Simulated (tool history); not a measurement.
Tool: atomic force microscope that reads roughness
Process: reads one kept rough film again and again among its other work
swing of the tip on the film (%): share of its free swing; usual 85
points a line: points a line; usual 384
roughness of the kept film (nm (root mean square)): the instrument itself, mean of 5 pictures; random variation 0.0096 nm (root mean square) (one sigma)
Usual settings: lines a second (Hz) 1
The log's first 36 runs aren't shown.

run	hour	lines a second (Hz)	swing of the tip on the film (%)	points a line	pictures with this tip	hours of work since the height scale was calibrated	roughness of the kept film (nm (root mean square))
37	921.5	0.55	60	652	233	508	2.372
38	941.2	0.55	60	652	250	518	2.374
39	975.6	0.55	60	652	280	535	2.372
40	997.6	0.8	82	266	299	546	2.177
41	1014.9	0.8	82	266	314	554	2.189
42	1045.4	0.8	82	266	340	569	2.185
43	1064.3	2.91	85	738	356	579	1.895
# hour 1078.9: new tip fitted
44	1091.5	3.57	56	384	10	592	2.227
45	1108.1	3.57	56	384	25	600	2.238
46	1136.2	0.92	88	447	49	614	2.18
47	1156.2	1.04	57	369	66	624	2.331
48	1172.9	1.04	57	369	81	632	2.336
49	1199.7	1.04	57	369	104	645	2.321
50	1231.6	1.04	57	369	131	661	2.336
51	1265.9	1.04	57	369	161	678	2.319
52	1288	1.04	57	369	180	688	2.32

Forecast run 53:
53	1305.7	1.04	85	902	195	697	?

roughness of the kept film (nm (root mean square)): 2.197
Without the tool's hidden state the same run would have given roughness of the kept film (nm (root mean square)) 2.2.

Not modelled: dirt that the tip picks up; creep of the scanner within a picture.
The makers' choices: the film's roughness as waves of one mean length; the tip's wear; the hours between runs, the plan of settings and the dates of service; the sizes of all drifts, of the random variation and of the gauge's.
